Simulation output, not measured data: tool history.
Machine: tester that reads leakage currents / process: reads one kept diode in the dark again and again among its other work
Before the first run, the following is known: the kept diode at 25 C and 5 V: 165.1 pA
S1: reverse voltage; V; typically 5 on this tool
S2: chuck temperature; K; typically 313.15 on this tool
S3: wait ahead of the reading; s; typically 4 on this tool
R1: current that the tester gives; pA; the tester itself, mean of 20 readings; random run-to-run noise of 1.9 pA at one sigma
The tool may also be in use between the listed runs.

run    hour     S1      S2    S3      R1
  1       0      5  313.15     4  653.56
  2     109      5  314.15     4  719.92
  3   258.8      5  314.15     4  724.05
  4   391.1      5  314.15     4  738.08
  5   486.7   1.04  313.15     4  408.63
  6     582   3.21  313.15     4  593.21
  7   753.6      5  313.15     4  693.16
  8   864.6      5  313.15  2.62  699.71
  9   957.1      5  314.15     4   763.5
 10  1065.9      5  314.15   8.9  772.28
     1084.3  -- tester calibrated
 11  1182.6      5  314.15   8.9  776.89
 12  1285.6      5  313.15  1.12  718.07
 13  1440.9      5  306.15     4  404.04
 14  1619.9   8.73  313.15  0.34  900.31
 15  1804.2   8.73  313.15  0.34  905.78
 16  1994.5  14.91  295.15     4  241.06
 17  2097.1   2.73  309.15  0.34  449.33
     2109.3  -- tester calibrated, once more
 18  2193.9   2.73  309.15  0.34  458.34
 19  2327.7   2.73  309.15  0.34  462.87
       2421  -- chuck's temperature calibrated
 20  2424.1   1.26  304.15  0.34  190.31
 21  2593.7   1.26  304.15  0.34  193.05
     2648.6  -- probe card cleaned and baked
 22  2676.3  14.85  305.15  4.44  465.13

What if the next run were any one of these 3? Each begins from the tool's condition after run 22:
  A  2803.2   4.27  321.15   0.6   ?
  B  2803.2  14.85  327.15  0.91   ?
  C  2803.2      5  313.15  1.09   ?

run       R1
  A  1202.47
  B  2892.49
  C   655.95
What these runs would have given with no unlogged condition in the tool:
run       R1
  A  1155.39
  B  2782.96
  C   628.64

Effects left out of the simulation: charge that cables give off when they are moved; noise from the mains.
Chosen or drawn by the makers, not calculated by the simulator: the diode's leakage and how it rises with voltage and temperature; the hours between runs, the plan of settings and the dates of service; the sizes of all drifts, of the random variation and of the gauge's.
